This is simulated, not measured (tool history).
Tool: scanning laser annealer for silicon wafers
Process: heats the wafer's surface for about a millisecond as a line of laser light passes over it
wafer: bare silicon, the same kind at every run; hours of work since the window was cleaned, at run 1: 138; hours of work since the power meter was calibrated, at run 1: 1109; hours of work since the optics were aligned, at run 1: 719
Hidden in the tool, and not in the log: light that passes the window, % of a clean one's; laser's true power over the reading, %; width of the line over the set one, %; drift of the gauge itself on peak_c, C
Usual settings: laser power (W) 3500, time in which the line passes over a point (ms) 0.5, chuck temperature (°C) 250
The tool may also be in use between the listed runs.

| run | day | laser power (W) | time in which the line passes over a point (ms) | chuck temperature (°C) | hours of work since the window was cleaned | hours of work since the power meter was calibrated | hours of work since the optics were aligned | highest temperature of the surface (°C) |
|---|---|---|---|---|---|---|---|---|
| 1 | 0 | 3500 | 0.5 | 250 | 138 | 1109 | 719 | 1052 |
| 2 | 1.583 | 3500 | 0.5 | 250 | 168 | 1139 | 749 | 1053 |
| 3 | 4.333 | 3500 | 0.5 | 250 | 220 | 1191 | 801 | 1041 |
| 4 | 6.912 | 3500 | 0.476 | 250 | 269 | 1240 | 850 | 1016 |
| 5 | 9.204 | 3500 | 0.476 | 250 | 312 | 1283 | 893 | 1014 |
| 6 | 10.483 | 3500 | 0.476 | 250 | 336 | 1307 | 917 | 1010 |
| 7 | 13.162 | 3500 | 0.476 | 250 | 387 | 1358 | 968 | 1004 |
|  | 13.483 | window over the wafer cleaned |
| 8 | 14.588 | 3500 | 0.476 | 250 | 21 | 1383 | 993 | 1034 |
| 9 | 16.267 | 3500 | 0.476 | 250 | 53 | 1415 | 1025 | 1033 |
| 10 | 17.858 | 3500 | 0.5 | 235 | 83 | 1445 | 1055 | 1036 |
| 11 | 20.562 | 3500 | 0.5 | 235 | 134 | 1496 | 1106 | 1029 |
| 12 | 23.004 | 3500 | 0.5 | 235 | 180 | 1542 | 1152 | 1027 |
| 13 | 25.808 | 3500 | 0.5 | 281 | 233 | 1595 | 1205 | 1062 |
|  | 26.262 | optics aligned, line set to its width |
| 14 | 28.054 | 3500 | 0.5 | 281 | 271 | 1634 | 34 | 1055 |
| 15 | 29.329 | 3500 | 0.5 | 281 | 295 | 1658 | 58 | 1051 |
| 16 | 32.138 | 3500 | 0.5 | 281 | 348 | 1711 | 111 | 1044 |
| 17 | 33.375 | 3500 | 0.5 | 250 | 372 | 1734 | 134 | 1010 |
|  | 34.404 | window over the wafer cleaned |
| 18 | 36.088 | 3500 | 0.5 | 250 | 32 | 1784 | 184 | 1049 |
| 19 | 37.396 | 3500 | 0.5 | 250 | 56 | 1809 | 209 | 1040 |
| 20 | 39.088 | 3500 | 0.5 | 250 | 88 | 1840 | 241 | 1038 |
|  | 39.525 | optics aligned, line set to its width, once more |
| 21 | 40.846 | 3140 | 0.5 | 250 | 118 | 1870 | 25 | 952 |
| 22 | 42.912 | 3046 | 0.505 | 250 | 157 | 1909 | 64 | 927 |
| 23 | 44.592 | 3046 | 0.505 | 250 | 188 | 1941 | 96 | 921 |
| 24 | 46.988 | 3046 | 0.505 | 250 | 234 | 1986 | 141 | 916 |
| 25 | 49.329 | 3324 | 0.5 | 259 | 278 | 2030 | 185 | 998 |
| 26 | 52.154 | 3324 | 0.5 | 265 | 331 | 2083 | 238 | 996 |
| 27 | 54.779 | 3802 | 0.385 | 250 | 381 | 2133 | 288 | 1004 |
|  | 55.254 | window over the wafer cleaned |
| 28 | 56.933 | 3118 | 0.385 | 250 | 32 | 2172 | 327 | 858 |
| 29 | 58.238 | 3500 | 0.461 | 261 | 56 | 2197 | 352 | 1037 |

Run 30 comes next. What will it give?
| 30 | 59.775 | 3500 | 0.461 | 267 | 85 | 2226 | 381 | ? |

{"run 30": {"highest temperature of the surface (°C)": 1040}}
Without the tool's hidden state the same run would have given highest temperature of the surface (°C) 1067.

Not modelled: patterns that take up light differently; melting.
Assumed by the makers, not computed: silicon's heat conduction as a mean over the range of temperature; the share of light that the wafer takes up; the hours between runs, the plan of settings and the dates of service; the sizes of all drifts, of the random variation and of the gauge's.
